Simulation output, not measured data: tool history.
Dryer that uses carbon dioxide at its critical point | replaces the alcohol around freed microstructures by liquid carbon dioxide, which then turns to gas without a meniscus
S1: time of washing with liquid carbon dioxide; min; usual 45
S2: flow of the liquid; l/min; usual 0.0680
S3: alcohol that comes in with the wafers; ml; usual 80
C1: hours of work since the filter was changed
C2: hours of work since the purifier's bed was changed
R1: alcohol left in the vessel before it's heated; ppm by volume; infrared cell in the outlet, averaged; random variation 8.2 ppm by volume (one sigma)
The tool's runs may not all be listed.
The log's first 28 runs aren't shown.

{"run": 29, "day": 17.433, "S1": 58, "S2": 0.0455, "S3": 25, "C1": 15, "C2": 545, "R1": 465}
{"run": 30, "day": 17.783, "S1": 37, "S2": 0.0562, "S3": 76, "C1": 22, "C2": 551, "R1": 3103}
{"run": 31, "day": 18.538, "S1": 37, "S2": 0.0562, "S3": 76, "C1": 35, "C2": 564, "R1": 3210}
{"run": 32, "day": 19.358, "S1": 37, "S2": 0.0562, "S3": 76, "C1": 49, "C2": 579, "R1": 3288}
{"run": 33, "day": 20.008, "S1": 51, "S2": 0.0562, "S3": 23, "C1": 60, "C2": 590, "R1": 345}
{"run": 34, "day": 20.467, "S1": 34, "S2": 0.1044, "S3": 46, "C1": 68, "C2": 598, "R1": 234}
{"run": 35, "day": 20.971, "S1": 34, "S2": 0.1044, "S3": 46, "C1": 77, "C2": 607, "R1": 241}
{"run": 36, "day": 21.388, "S1": 38, "S2": 0.0692, "S3": 42, "C1": 84, "C2": 614, "R1": 797}
{"run": 37, "day": 21.946, "S1": 63, "S2": 0.046, "S3": 27, "C1": 94, "C2": 624, "R1": 426}
{"run": 38, "day": 22.358, "S1": 39, "S2": 0.046, "S3": 33, "C1": 101, "C2": 631, "R1": 2731}
{"run": 39, "day": 23.05, "S1": 66, "S2": 0.068, "S3": 66, "C1": 113, "C2": 643, "R1": 179}
{"run": 40, "day": 23.604, "S1": 37, "S2": 0.0678, "S3": 28, "C1": 123, "C2": 653, "R1": 747}
{"run": 41, "day": 23.983, "S1": 28, "S2": 0.068, "S3": 51, "C1": 130, "C2": 659, "R1": 3444}
{"run": 42, "day": 24.821, "S1": 64, "S2": 0.068, "S3": 88, "C1": 144, "C2": 674, "R1": 212}
{"run": 43, "day": 25.288, "S1": 64, "S2": 0.068, "S3": 88, "C1": 152, "C2": 682, "R1": 226}
{"run": 44, "day": 25.783, "S1": 64, "S2": 0.068, "S3": 88, "C1": 161, "C2": 691, "R1": 226}

5 ways to go on from here, each from the tool as it stands after run 44. What would each give?
{"run": "A", "day": 26.55, "S1": 44, "S2": 0.068, "S3": 114, "C1": 174, "C2": 704, "R1": "?"}
{"run": "B", "day": 26.55, "S1": 45, "S2": 0.068, "S3": 71, "C1": 174, "C2": 704, "R1": "?"}
{"run": "C", "day": 26.55, "S1": 64, "S2": 0.0713, "S3": 88, "C1": 174, "C2": 704, "R1": "?"}
{"run": "D", "day": 26.55, "S1": 33, "S2": 0.068, "S3": 80, "C1": 174, "C2": 704, "R1": "?"}
{"run": "E", "day": 26.55, "S1": 42, "S2": 0.08, "S3": 84, "C1": 174, "C2": 704, "R1": "?"}

run=A R1=1347
run=B R1=822
run=C R1=206
run=D R1=3365
run=E R1=625
Without the tool's hidden state the same runs would have given:
run=A R1=685
run=B R1=387
run=C R1=31
run=D R1=2113
run=E R1=262

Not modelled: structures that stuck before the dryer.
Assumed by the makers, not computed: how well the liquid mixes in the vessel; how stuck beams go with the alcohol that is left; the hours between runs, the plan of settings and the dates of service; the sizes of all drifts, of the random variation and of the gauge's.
